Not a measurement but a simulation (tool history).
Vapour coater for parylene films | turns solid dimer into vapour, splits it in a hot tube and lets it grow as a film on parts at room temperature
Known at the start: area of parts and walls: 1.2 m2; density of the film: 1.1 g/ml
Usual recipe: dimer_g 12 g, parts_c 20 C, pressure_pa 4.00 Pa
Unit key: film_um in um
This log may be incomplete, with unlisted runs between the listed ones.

{"run": 1, "hour": 0.0, "dimer_g": 12, "parts_c": 20, "pressure_pa": 4.0, "film_um": 7.32}
{"run": 2, "hour": 18.9, "dimer_g": 12, "parts_c": 20, "pressure_pa": 4.0, "film_um": 7.28}
{"run": 3, "hour": 32.6, "dimer_g": 12, "parts_c": 20, "pressure_pa": 4.0, "film_um": 7.28}
{"run": 4, "hour": 57.7, "dimer_g": 12, "parts_c": 20, "pressure_pa": 4.0, "film_um": 7.27}
{"run": 5, "hour": 72.8, "dimer_g": 12, "parts_c": 15, "pressure_pa": 4.0, "film_um": 8.59}
{"run": 6, "hour": 96.6, "dimer_g": 12, "parts_c": 15, "pressure_pa": 4.0, "film_um": 8.59}
{"run": 7, "hour": 108.4, "dimer_g": 12, "parts_c": 15, "pressure_pa": 4.0, "film_um": 8.59}
{"run": 8, "hour": 125.8, "dimer_g": 12, "parts_c": 20, "pressure_pa": 4.0, "film_um": 7.26}
{"run": 9, "hour": 149.4, "dimer_g": 12, "parts_c": 20, "pressure_pa": 4.0, "film_um": 7.22}
{"run": 10, "hour": 168.2, "dimer_g": 12, "parts_c": 20, "pressure_pa": 4.0, "film_um": 7.24}
{"run": 11, "hour": 189.6, "dimer_g": 12, "parts_c": 20, "pressure_pa": 4.0, "film_um": 7.25}
{"run": 12, "hour": 210.7, "dimer_g": 12, "parts_c": 20, "pressure_pa": 3.72, "film_um": 7.27}
{"run": 13, "hour": 231.6, "dimer_g": 12, "parts_c": 20, "pressure_pa": 4.0, "film_um": 7.23}
{"run": 14, "hour": 253.4, "dimer_g": 12, "parts_c": 20, "pressure_pa": 4.0, "film_um": 7.19}
{"run": 15, "hour": 267.9, "dimer_g": 16, "parts_c": 20, "pressure_pa": 4.0, "film_um": 9.59}
{"run": 16, "hour": 291.1, "dimer_g": 9, "parts_c": 20, "pressure_pa": 4.0, "film_um": 5.38}
{"run": 17, "hour": 315.0, "dimer_g": 9, "parts_c": 20, "pressure_pa": 4.0, "film_um": 5.37}
{"run": 18, "hour": 331.7, "dimer_g": 9, "parts_c": 20, "pressure_pa": 4.0, "film_um": 5.37}
{"run": 19, "hour": 344.0, "dimer_g": 9, "parts_c": 20, "pressure_pa": 4.0, "film_um": 5.35}
{"run": 20, "hour": 362.4, "dimer_g": 12, "parts_c": 20, "pressure_pa": 4.0, "film_um": 7.15}
{"run": 21, "hour": 384.4, "dimer_g": 12, "parts_c": 20, "pressure_pa": 4.0, "film_um": 7.15}
{"run": 22, "hour": 398.8, "dimer_g": 12, "parts_c": 20, "pressure_pa": 4.0, "film_um": 7.11}
{"run": 23, "hour": 424.7, "dimer_g": 10, "parts_c": 21, "pressure_pa": 2.98, "film_um": 5.9}
{"run": 24, "hour": 442.2, "dimer_g": 10, "parts_c": 21, "pressure_pa": 2.98, "film_um": 5.91}
{"run": 25, "hour": 468.6, "dimer_g": 13, "parts_c": 24, "pressure_pa": 4.0, "film_um": 6.37}
{"run": 26, "hour": 497.9, "dimer_g": 12, "parts_c": 12, "pressure_pa": 4.0, "film_um": 8.12}
{"run": 27, "hour": 512.5, "dimer_g": 12, "parts_c": 26, "pressure_pa": 4.0, "film_um": 5.17}
{"run": 28, "hour": 533.1, "dimer_g": 15, "parts_c": 30, "pressure_pa": 3.88, "film_um": 5.36}
{"run": 29, "hour": 544.7, "dimer_g": 21, "parts_c": 16, "pressure_pa": 4.18, "film_um": 14.08}
{"run": 30, "hour": 560.1, "dimer_g": 21, "parts_c": 16, "pressure_pa": 4.18, "film_um": 14.06}
{"run": 31, "hour": 587.9, "dimer_g": 8, "parts_c": 24, "pressure_pa": 11.11, "film_um": 3.58}
{"run": 32, "hour": 611.0, "dimer_g": 12, "parts_c": 15, "pressure_pa": 11.42, "film_um": 8.23}
{"run": 33, "hour": 633.8, "dimer_g": 14, "parts_c": 15, "pressure_pa": 2.6, "film_um": 10.38}
{"run": 34, "hour": 659.1, "dimer_g": 14, "parts_c": 15, "pressure_pa": 2.6, "film_um": 10.31}
{"run": 35, "hour": 683.4, "dimer_g": 5, "parts_c": 21, "pressure_pa": 11.78, "film_um": 2.54}
{"run": 36, "hour": 698.3, "dimer_g": 7, "parts_c": 27, "pressure_pa": 11.78, "film_um": 2.67}
{"run": 37, "hour": 712.3, "dimer_g": 13, "parts_c": 23, "pressure_pa": 4.97, "film_um": 6.82}
{"run": 38, "hour": 730.5, "dimer_g": 8, "parts_c": 30, "pressure_pa": 2.6, "film_um": 3.32}
{"run": 39, "hour": 754.0, "dimer_g": 8, "parts_c": 28, "pressure_pa": 2.94, "film_um": 3.57}
{"run": 40, "hour": 773.2, "dimer_g": 14, "parts_c": 27, "pressure_pa": 4.64, "film_um": 6.09}
{"run": 41, "hour": 784.1, "dimer_g": 14, "parts_c": 27, "pressure_pa": 4.64, "film_um": 6.12}
{"run": 42, "hour": 800.0, "dimer_g": 22, "parts_c": 27, "pressure_pa": 10.59, "film_um": 8.55}
{"run": 43, "hour": 820.9, "dimer_g": 22, "parts_c": 27, "pressure_pa": 10.59, "film_um": 8.48}
{"run": 44, "hour": 836.5, "dimer_g": 7, "parts_c": 27, "pressure_pa": 10.59, "film_um": 2.72}

Missing from the log above: 2 entries noted between runs. For each, name the pair of listed runs it sits between and say how the tool's hidden condition differs from the listed run just before to the listed run just after:
Runs 25 to 26: trap's valve overhauled (hour 474.5)
  vapour lost through the trap's worn valve, %: 6.1 -> 9.1; true temperature of the parts over the reading, C: -0.23 -> -0.24
  measured result minus the result with no hidden state, film_um: -0.34 -> -0.81 um
Runs 30 to 31: trap's valve overhauled, once more (hour 587.9)
  vapour lost through the trap's worn valve, %: 9.5 -> 0.3; true temperature of the parts over the reading, C: -0.26 -> -0.27
  measured result minus the result with no hidden state, film_um: -1.49 -> +0.04 um
